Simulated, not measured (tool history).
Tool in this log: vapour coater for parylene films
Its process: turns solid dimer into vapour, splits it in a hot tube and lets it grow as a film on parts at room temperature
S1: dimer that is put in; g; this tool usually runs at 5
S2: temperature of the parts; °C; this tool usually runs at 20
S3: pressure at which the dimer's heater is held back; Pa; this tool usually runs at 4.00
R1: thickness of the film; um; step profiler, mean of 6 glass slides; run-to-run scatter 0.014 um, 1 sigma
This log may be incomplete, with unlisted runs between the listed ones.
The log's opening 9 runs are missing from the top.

Run 10, hour 93.9: usual settings. Result: R1 1.37 um.
Run 11, hour 106.0: usual settings but S3 6.03 Pa. Result: R1 1.26 um.
Run 12, hour 113.7: usual settings but S3 6.03 Pa. Result: R1 1.27 um.
Run 13, hour 126.0: usual settings but S3 6.03 Pa. Result: R1 1.24 um.
Run 14, hour 137.7: usual settings but S3 6.03 Pa. Result: R1 1.26 um.
Run 15, hour 149.5: usual settings but S2 14 °C, S3 6.03 Pa. Result: R1 1.55 um.
Run 16, hour 161.2: usual settings but S2 14 °C, S3 6.03 Pa. Result: R1 1.54 um.
Run 17, hour 174.7: usual settings but S2 14 °C, S3 6.03 Pa. Result: R1 1.60 um.
Run 18, hour 183.6: usual settings but S2 14 °C, S3 6.03 Pa. Result: R1 1.57 um.
Run 19, hour 190.6: usual settings but S2 31 °C, S3 2.86 Pa. Result: R1 0.95 um.
Run 20, hour 202.7: usual settings but S2 12 °C, S3 2.57 Pa. Result: R1 1.93 um.
Run 21, hour 212.0: usual settings but S1 3 g, S2 27 °C, S3 3.40 Pa. Result: R1 0.65 um.
Run 22, hour 227.6: usual settings but S1 3 g, S2 27 °C, S3 3.40 Pa. Result: R1 0.63 um.
Run 23, hour 240.8: usual settings but S2 27 °C, S3 3.40 Pa. Result: R1 1.07 um.
Run 24, hour 252.6: usual settings but S2 24 °C, S3 2.22 Pa. Result: R1 1.26 um.
Run 25, hour 261.2: usual settings but S2 25 °C, S3 2.63 Pa. Result: R1 1.19 um.
Run 26, hour 268.7: usual settings but S2 30 °C. Result: R1 0.93 um.
Run 27, hour 280.1: usual settings but S1 6 g, S2 13 °C, S3 4.42 Pa. Result: R1 2.02 um.
Run 28, hour 293.3: usual settings but S1 6 g. Result: R1 1.58 um.
Run 29, hour 307.2: usual settings but S1 6 g. Result: R1 1.58 um.
Run 30, hour 315.8: usual settings but S1 6 g. Result: R1 1.58 um.
Run 31, hour 324.1: usual settings but S2 25 °C. Result: R1 1.10 um.
Run 32, hour 335.4: usual settings but S2 25 °C. Result: R1 1.10 um.
Run 33, hour 342.4: usual settings but S1 7 g, S2 31 °C, S3 2.86 Pa. Result: R1 1.30 um.
Run 34, hour 350.2: usual settings but S1 4 g, S2 18 °C, S3 6.09 Pa. Result: R1 1.03 um.

Forecast each of these 4 alternatives for the next run:
Run A, hour 363.1: usual settings but S2 22 °C. Result: R1 ?.
Run B, hour 363.1: usual settings but S1 2 g, S2 13 °C, S3 5.24 Pa. Result: R1 ?.
Run C, hour 363.1: usual settings but S2 31 °C, S3 4.93 Pa. Result: R1 ?.
Run D, hour 363.1: usual settings but S1 6 g, S2 18 °C, S3 6.09 Pa. Result: R1 ?.

run    R1
  A  1.23
  B  0.64
  C  0.84
  D  1.57
The same runs, with their run-to-run variation unchanged, on a tool lacking any hidden condition would have given:
run    R1
  A  1.29
  B  0.68
  C  0.88
  D  1.66
